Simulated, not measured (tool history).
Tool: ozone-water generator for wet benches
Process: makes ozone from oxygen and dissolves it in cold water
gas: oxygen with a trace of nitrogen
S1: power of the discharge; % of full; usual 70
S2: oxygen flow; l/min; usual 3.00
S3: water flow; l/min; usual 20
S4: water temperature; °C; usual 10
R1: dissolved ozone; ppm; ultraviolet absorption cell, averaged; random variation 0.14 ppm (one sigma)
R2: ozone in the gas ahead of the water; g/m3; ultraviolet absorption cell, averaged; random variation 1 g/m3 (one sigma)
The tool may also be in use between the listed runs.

run,day,S1,S2,S3,S4,R1,R2
1,0.000,70,3.00,20,10,16.2,180.9
2,3.371,70,3.00,20,10,16.0,178.9
3,6.929,70,3.00,20,10,16.2,180.4
4,11.846,70,3.00,20,10,16.1,180.8
5,14.238,70,3.00,20,10,16.1,179.4
6,17.721,70,3.00,20,10,15.9,178.4
7,20.775,70,3.00,20,10,15.9,179.7
8,23.938,70,3.00,20,10,15.8,179.0
9,28.521,70,3.00,20,10,15.9,177.1
10,31.525,85,1.73,25,6,11.5,251.0
11,36.054,70,3.08,24,10,13.2,175.6

Run 12 comes next. What will it give?
12,38.908,57,1.59,18,11,?,?

{"run 12": {"R1": 12.8, "R2": 207.9}}
Without the tool's hidden state the same run would have given R1 12.9 ppm, R2 210.1 g/m3.

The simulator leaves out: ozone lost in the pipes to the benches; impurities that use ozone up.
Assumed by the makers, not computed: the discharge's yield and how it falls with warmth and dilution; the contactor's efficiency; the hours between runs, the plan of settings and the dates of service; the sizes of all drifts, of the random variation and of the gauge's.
